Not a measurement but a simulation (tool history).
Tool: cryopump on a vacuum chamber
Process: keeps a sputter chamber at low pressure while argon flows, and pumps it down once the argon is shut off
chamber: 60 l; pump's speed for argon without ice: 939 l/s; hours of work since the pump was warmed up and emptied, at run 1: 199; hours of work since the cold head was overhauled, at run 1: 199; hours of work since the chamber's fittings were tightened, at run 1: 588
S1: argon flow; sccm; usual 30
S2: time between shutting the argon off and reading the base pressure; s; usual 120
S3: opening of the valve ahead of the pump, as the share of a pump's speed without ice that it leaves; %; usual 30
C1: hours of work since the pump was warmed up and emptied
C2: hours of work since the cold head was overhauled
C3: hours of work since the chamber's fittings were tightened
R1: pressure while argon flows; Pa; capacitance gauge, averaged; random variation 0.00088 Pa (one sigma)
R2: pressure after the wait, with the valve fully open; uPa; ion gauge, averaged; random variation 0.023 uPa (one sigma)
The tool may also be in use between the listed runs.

Run 1, hour 0.0: usual settings; C1 199; C2 199; C3 588. Result: R1 0.1924 Pa, R2 1.48 uPa.
Run 2, hour 11.9: usual settings; C1 210; C2 210; C3 599. Result: R1 0.1931 Pa, R2 1.47 uPa.
Run 3, hour 26.8: usual settings; C1 223; C2 223; C3 613. Result: R1 0.1928 Pa, R2 1.54 uPa.
Run 4, hour 39.1: usual settings; C1 234; C2 234; C3 624. Result: R1 0.1933 Pa, R2 1.49 uPa.
Run 5, hour 52.8: usual settings; C1 246; C2 246; C3 636. Result: R1 0.1948 Pa, R2 1.51 uPa.
Run 6, hour 66.9: usual settings but S3 45 %; C1 259; C2 259; C3 649. Result: R1 0.1370 Pa, R2 1.59 uPa.
Run 7, hour 81.9: usual settings; C1 273; C2 273; C3 662. Result: R1 0.1947 Pa, R2 1.58 uPa.
Run 8, hour 92.6: usual settings; C1 282; C2 282; C3 672. Result: R1 0.1962 Pa, R2 1.64 uPa.
Run 9, hour 103.2: usual settings but S2 170 s; C1 292; C2 292; C3 681. Result: R1 0.1989 Pa, R2 1.48 uPa.
Run 10, hour 117.4: usual settings but S1 15 sccm, S2 40 s; C1 305; C2 305; C3 694. Result: R1 0.1004 Pa, R2 2.57 uPa.
Run 11, hour 127.8: usual settings but S1 25 sccm, S2 30 s, S3 44 %; C1 314; C2 314; C3 703. Result: R1 0.1198 Pa, R2 3.07 uPa.
Run 12, hour 141.2: usual settings but S1 25 sccm, S2 30 s, S3 44 %; C1 326; C2 326; C3 715. Result: R1 0.1213 Pa, R2 3.13 uPa.
Run 13, hour 150.8: usual settings but S1 14 sccm, S2 35 s, S3 15 %; C1 335; C2 335; C3 724. Result: R1 0.1785 Pa, R2 2.84 uPa.
Run 14, hour 165.8: usual settings but S1 14 sccm, S2 35 s, S3 15 %; C1 348; C2 348; C3 737. Result: R1 0.1780 Pa, R2 2.98 uPa.
Run 15, hour 176.5: usual settings but S1 14 sccm, S2 35 s, S3 15 %; C1 358; C2 358; C3 747. Result: R1 0.1806 Pa, R2 2.94 uPa.
Run 16, hour 184.6: usual settings but S1 43 sccm, S3 21 %; C1 365; C2 365; C3 754. Result: R1 0.4058 Pa, R2 1.84 uPa.

Forecast run 17:
Run 17, hour 192.9: usual settings but S1 43 sccm, S2 121 s, S3 21 %; C1 372; C2 372; C3 762. Result: R1 ?, R2 ?.

R1: 0.4046 Pa
R2: 1.96 uPa
Without the tool's hidden state the same run would have given R1 0.3684 Pa, R2 0.84 uPa.
